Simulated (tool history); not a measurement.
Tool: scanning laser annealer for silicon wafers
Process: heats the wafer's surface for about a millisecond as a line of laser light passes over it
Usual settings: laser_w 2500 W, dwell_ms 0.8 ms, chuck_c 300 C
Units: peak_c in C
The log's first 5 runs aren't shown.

run     day  laser_w  dwell_ms  chuck_c  hours of work since the window was cleaned  hours of work since the power meter was calibrated  hours of work since the optics were aligned  peak_c
  6   4.004     2475     0.669      300                                         226                                                 532                                          582     979
  7   4.817     2500       0.8      300                                         235                                                 541                                          591    1045
  8   5.833     2500       0.8      300                                         246                                                 552                                          602    1043
  9   6.733     2500       0.8      300                                         256                                                 562                                          612    1044
 10   7.642     2500     0.735      300                                         266                                                 572                                          623    1011
 11   8.317     2500     0.735      300                                         274                                                 580                                          630    1012
 12   8.967     2500     0.735      300                                         281                                                 587                                          638    1011
 13  10.075     2500     0.735      300                                         294                                                 600                                          650    1011
 14  10.604     2500     0.735      300                                         300                                                 606                                          656    1011
 15  11.538     2500       0.8      300                                         310                                                 616                                          666    1039
 16  12.221     2500     0.755      300                                         318                                                 624                                          674    1019
 17  12.825     2500       0.8      300                                         325                                                 631                                          681    1035
 18  13.742     2500       0.8      300                                         335                                                 641                                          691    1030
 19  14.496     2500       0.8      300                                         343                                                 649                                          700    1038
 20  15.192     2551       0.8      300                                         351                                                 657                                          707    1053
     15.329  -- window over the wafer cleaned
 21  15.796     2551       0.8      300                                           5                                                 663                                          713    1077
 22  16.883     2551       0.8      300                                          17                                                 675                                          725    1080
 23  17.354     2607     0.598      327                                          23                                                 680                                          731    1016
 24  18.092     2417       0.8      273                                          31                                                 689                                          739    1009

Forecast run 25:
 25  18.917     2430     0.609      273                                          40                                                 698                                          748       ?

{"run 25": {"peak_c": 923}}
Without the tool's hidden state the same run would have given peak_c 934 C.
